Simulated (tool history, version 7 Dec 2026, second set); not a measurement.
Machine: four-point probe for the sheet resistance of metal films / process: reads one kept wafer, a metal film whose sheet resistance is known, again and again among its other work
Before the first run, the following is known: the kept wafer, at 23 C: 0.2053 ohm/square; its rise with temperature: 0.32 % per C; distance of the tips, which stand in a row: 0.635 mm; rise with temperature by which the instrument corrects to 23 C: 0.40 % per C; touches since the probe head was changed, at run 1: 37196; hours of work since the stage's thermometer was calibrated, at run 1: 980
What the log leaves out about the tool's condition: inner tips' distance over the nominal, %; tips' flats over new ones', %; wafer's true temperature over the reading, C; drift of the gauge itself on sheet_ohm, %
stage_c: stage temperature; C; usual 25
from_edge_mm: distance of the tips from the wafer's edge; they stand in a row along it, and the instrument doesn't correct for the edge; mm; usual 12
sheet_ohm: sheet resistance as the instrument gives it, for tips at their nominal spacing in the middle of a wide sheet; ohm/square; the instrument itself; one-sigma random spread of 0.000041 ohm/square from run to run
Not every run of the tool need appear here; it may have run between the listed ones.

run    hour  stage_c  from_edge_mm  touches since the probe head was changed  hours of work since the stage's thermometer was calibrated  sheet_ohm
  1       0       25            12                                     37196                                                         980    0.20556
  2    47.1       25            12                                     39335                                                        1010   0.205666
  3   115.4       25            12                                     42437                                                        1055   0.205674
  4   154.8       25            12                                     44226                                                        1080   0.205601
  5   235.6       25            12                                     47890                                                        1133   0.205706
  6   301.3       25            70                                     50876                                                        1175   0.205433
  7   361.7       25            70                                     53618                                                        1215   0.205519
  8   396.8       25            12                                     55209                                                        1237   0.205776
  9   441.1       25            12                                     57223                                                        1266   0.205932
 10   517.8       25            12                                     60705                                                        1316    0.20587
 11   588.8       25            12                                     63929                                                        1362   0.205942
 12   648.2       25            12                                     66624                                                        1401   0.205975
 13   693.4       25            12                                     68677                                                        1430   0.206032
 14   759.3       25            12                                     71668                                                        1473   0.206065
 15   833.1       25            12                                     75019                                                        1521   0.206186
 16   882.9       25            13                                     77280                                                        1553   0.206081
      892.6  -- stage's thermometer calibrated
 17   968.2       25            13                                     81131                                                          49   0.205932
 18  1041.6       25            12                                     84459                                                          97   0.205952
 19  1097.5       25            52                                     86997                                                         133   0.205617
 20  1143.2       27            12                                     89074                                                         163   0.205703
 21  1217.6       25            12                                     92453                                                         211   0.206099
 22  1286.9       25            23                                     95599                                                         256   0.205916
 23  1328.9       25             6                                     97505                                                         283   0.207119
 24  1399.7       25            20                                    100719                                                         329   0.206084
 25  1480.2       34            13                                    104370                                                         381   0.204737
 26  1552.3       27            12                                    107644                                                         428    0.20605
 27  1607.5       27            12                                    110153                                                         464   0.206015
 28  1685.6       27            12                                    113697                                                         515   0.206096
 29  1754.8       32            32                                    116841                                                         560   0.205157
 30  1799.5       18            20                                    118868                                                         589   0.207477
 31  1876.8       18            20                                    122378                                                         639     0.2075
 32    1924       18            20                                    124519                                                         670   0.207554
 33    1992       35            49                                    127608                                                         714   0.204773
 34  2034.1       29            53                                    129518                                                         741   0.205794
 35  2099.4       31            59                                    132485                                                         783   0.205459
 36    2182       19             4                                    136232                                                         837   0.210264
     2236.3  -- new probe head fitted
 37  2236.3       19             4                                         0                                                         872    0.20996
 38  2310.4       19             4                                      3367                                                         920   0.209953
 39  2361.6       32             3                                      5692                                                         953   0.209985
 40  2396.5       26             4                                      7273                                                         976   0.208948
 41  2482.2       26             4                                     11164                                                        1031   0.208933
 42  2533.1       21            14                                     13476                                                        1064   0.207301
 43  2572.7       34            56                                     15275                                                        1090   0.204973
 44  2634.3       29            51                                     18071                                                        1130   0.205866
 45  2674.5       20            10                                     19897                                                        1156   0.207717

4 options for the next run, each taken on its own from the tool as it stands now. Forecast them:
  A  2745.7       25             5                                     23126                                                        1202          ?
  B  2745.7       20            11                                     23126                                                        1202          ?
  C  2745.7       23            16                                     23126                                                        1202          ?
  D  2745.7       20            73                                     23126                                                        1202          ?

run  sheet_ohm
  A   0.208322
  B    0.20772
  C   0.207016
  D   0.207326
Had the tool no hidden state, the same runs would have come out as:
run  sheet_ohm
  A   0.206756
  B   0.206154
  C   0.205458
  D   0.205763
